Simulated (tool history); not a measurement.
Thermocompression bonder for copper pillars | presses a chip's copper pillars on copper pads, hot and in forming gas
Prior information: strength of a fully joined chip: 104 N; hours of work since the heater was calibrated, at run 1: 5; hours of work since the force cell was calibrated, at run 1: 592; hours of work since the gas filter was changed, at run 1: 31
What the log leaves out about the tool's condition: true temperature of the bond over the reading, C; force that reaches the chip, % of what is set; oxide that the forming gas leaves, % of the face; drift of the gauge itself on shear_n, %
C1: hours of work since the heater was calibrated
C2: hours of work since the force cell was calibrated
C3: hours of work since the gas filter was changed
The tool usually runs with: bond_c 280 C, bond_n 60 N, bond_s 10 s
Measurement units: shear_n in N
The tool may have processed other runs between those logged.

run 1 hour=0.0 | bond_c=280 bond_n=60 bond_s=10 | C1=5 C2=592 C3=31 | shear_n=72.8
run 2 hour=13.3 | bond_c=280 bond_n=60 bond_s=9 | C1=13 C2=599 C3=38 | shear_n=71.0
run 3 hour=30.7 | bond_c=280 bond_n=60 bond_s=9 | C1=22 C2=609 C3=47 | shear_n=70.6
run 4 hour=45.1 | bond_c=280 bond_n=60 bond_s=9 | C1=30 C2=616 C3=55 | shear_n=71.1
run 5 hour=72.1 | bond_c=280 bond_n=60 bond_s=9 | C1=45 C2=631 C3=70 | shear_n=71.4
run 6 hour=95.6 | bond_c=280 bond_n=60 bond_s=10 | C1=58 C2=644 C3=83 | shear_n=73.1
run 7 hour=111.5 | bond_c=280 bond_n=60 bond_s=10 | C1=66 C2=653 C3=92 | shear_n=73.2
run 8 hour=125.5 | bond_c=280 bond_n=60 bond_s=10 | C1=74 C2=660 C3=99 | shear_n=73.4
run 9 hour=143.3 | bond_c=280 bond_n=60 bond_s=6 | C1=84 C2=670 C3=109 | shear_n=63.4
run 10 hour=166.5 | bond_c=280 bond_n=60 bond_s=6 | C1=96 C2=683 C3=122 | shear_n=64.2
run 11 hour=189.7 | bond_c=280 bond_n=60 bond_s=10 | C1=109 C2=695 C3=134 | shear_n=73.4
run 12 hour=208.2 | bond_c=280 bond_n=60 bond_s=10 | C1=119 C2=705 C3=144 | shear_n=73.3
run 13 hour=228.5 | bond_c=280 bond_n=60 bond_s=10 | C1=130 C2=717 C3=155 | shear_n=73.6
-- hour=231.4 forming gas filter changed
run 14 hour=247.3 | bond_c=280 bond_n=60 bond_s=10 | C1=140 C2=726 C3=9 | shear_n=73.7
run 15 hour=261.7 | bond_c=282 bond_n=61 bond_s=10 | C1=148 C2=734 C3=17 | shear_n=75.8
run 16 hour=286.4 | bond_c=306 bond_n=48 bond_s=12 | C1=161 C2=748 C3=30 | shear_n=86.5
run 17 hour=312.1 | bond_c=286 bond_n=47 bond_s=28 | C1=175 C2=762 C3=44 | shear_n=89.5
run 18 hour=335.2 | bond_c=286 bond_n=45 bond_s=9 | C1=188 C2=774 C3=57 | shear_n=67.8
run 19 hour=357.7 | bond_c=280 bond_n=65 bond_s=6 | C1=200 C2=787 C3=69 | shear_n=66.2
run 20 hour=385.9 | bond_c=283 bond_n=60 bond_s=19 | C1=216 C2=802 C3=84 | shear_n=87.3
run 21 hour=411.3 | bond_c=310 bond_n=60 bond_s=18 | C1=229 C2=816 C3=98 | shear_n=97.5
run 22 hour=430.2 | bond_c=310 bond_n=60 bond_s=18 | C1=240 C2=826 C3=108 | shear_n=98.3
run 23 hour=454.6 | bond_c=310 bond_n=60 bond_s=6 | C1=253 C2=840 C3=122 | shear_n=83.5
run 24 hour=479.9 | bond_c=273 bond_n=83 bond_s=23 | C1=267 C2=853 C3=136 | shear_n=91.0
run 25 hour=492.4 | bond_c=280 bond_n=60 bond_s=30 | C1=274 C2=860 C3=142 | shear_n=91.7
run 26 hour=509.0 | bond_c=308 bond_n=69 bond_s=18 | C1=283 C2=869 C3=151 | shear_n=99.7
-- hour=518.2 forming gas filter changed
run 27 hour=531.9 | bond_c=308 bond_n=69 bond_s=18 | C1=295 C2=881 C3=7 | shear_n=100.1

Alternative continuations, all from the tool just after run 27; predict every row:
run A hour=548.0 | bond_c=284 bond_n=43 bond_s=10 | C1=304 C2=890 C3=16 | shear_n=?
run B hour=548.0 | bond_c=286 bond_n=52 bond_s=21 | C1=304 C2=890 C3=16 | shear_n=?
run C hour=548.0 | bond_c=280 bond_n=52 bond_s=26 | C1=304 C2=890 C3=16 | shear_n=?
run D hour=548.0 | bond_c=296 bond_n=60 bond_s=21 | C1=304 C2=890 C3=16 | shear_n=?
run E hour=548.0 | bond_c=270 bond_n=56 bond_s=7 | C1=304 C2=890 C3=16 | shear_n=?

run=A shear_n=67.6
run=B shear_n=87.5
run=C shear_n=88.8
run=D shear_n=95.4
run=E shear_n=58.6
What these runs would have given with no unlogged condition in the tool:
run=A shear_n=66.0
run=B shear_n=85.6
run=C shear_n=86.9
run=D shear_n=93.4
run=E shear_n=57.3
